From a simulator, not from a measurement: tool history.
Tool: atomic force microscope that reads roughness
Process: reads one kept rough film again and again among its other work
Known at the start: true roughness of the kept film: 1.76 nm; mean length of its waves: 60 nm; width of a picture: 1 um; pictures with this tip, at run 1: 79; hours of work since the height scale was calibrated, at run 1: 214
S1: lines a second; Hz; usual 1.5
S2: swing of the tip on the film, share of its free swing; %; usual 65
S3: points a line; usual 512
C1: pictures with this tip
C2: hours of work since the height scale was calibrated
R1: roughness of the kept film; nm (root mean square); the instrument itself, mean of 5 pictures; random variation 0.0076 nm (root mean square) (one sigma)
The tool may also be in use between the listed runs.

run   hour    S1  S2   S3   C1   C2     R1
  1      0   1.5  65  512   79  214  1.605
  2    8.1   1.5  65  512   95  220  1.589
  3   15.2   1.5  65  512  109  226  1.598
  4   23.5   1.5  65  512  125  232  1.587
  5   27.8  2.26  65  512  134  235  1.543
  6   38.2  2.26  65  512  155  243  1.542
  7   43.8  0.86  65  512  166  247  1.652
  8   53.7  0.86  65  512  185  255  1.647
  9   59.9   1.5  65  512  198  259  1.606
 10   70.5   1.5  65  993  219  267  1.613
 11   79.4   1.5  75  993  236  274  1.526
 12   88.7   1.5  65  512  255  281    1.6
 13   94.7   1.5  65  512  267  286  1.604
 14  102.8   1.5  65  512  283  292  1.605
     105.9  -- new tip fitted
 15  108.1   1.1  65  512    5  295  1.629
 16  113.7   1.1  65  512   16  300  1.638
 17  119.3   1.1  65  512   27  304  1.637
 18  126.3   1.5  65  512   41  309  1.605
 19  132.4  1.06  65  512   53  314  1.626
 20  138.9   1.5  65  512   66  319  1.596
 21  145.2   1.5  65  512   78  323  1.605
 22  155.9   1.5  65  512  100  331  1.602
 23  163.5   1.5  65  512  115  337  1.613
 24  172.6   1.5  65  512  133  344  1.612
 25  180.6   1.5  65  512  149  350  1.599
 26  186.7   1.5  65  512  161  355  1.596

Run 27 comes next. What will it give?
 27  192.7  1.5  65  512  173  359   ?

Run 27 gave R1 1.593 nm (root mean square).
Without the tool's hidden state the same run would have given R1 1.595 nm (root mean square).
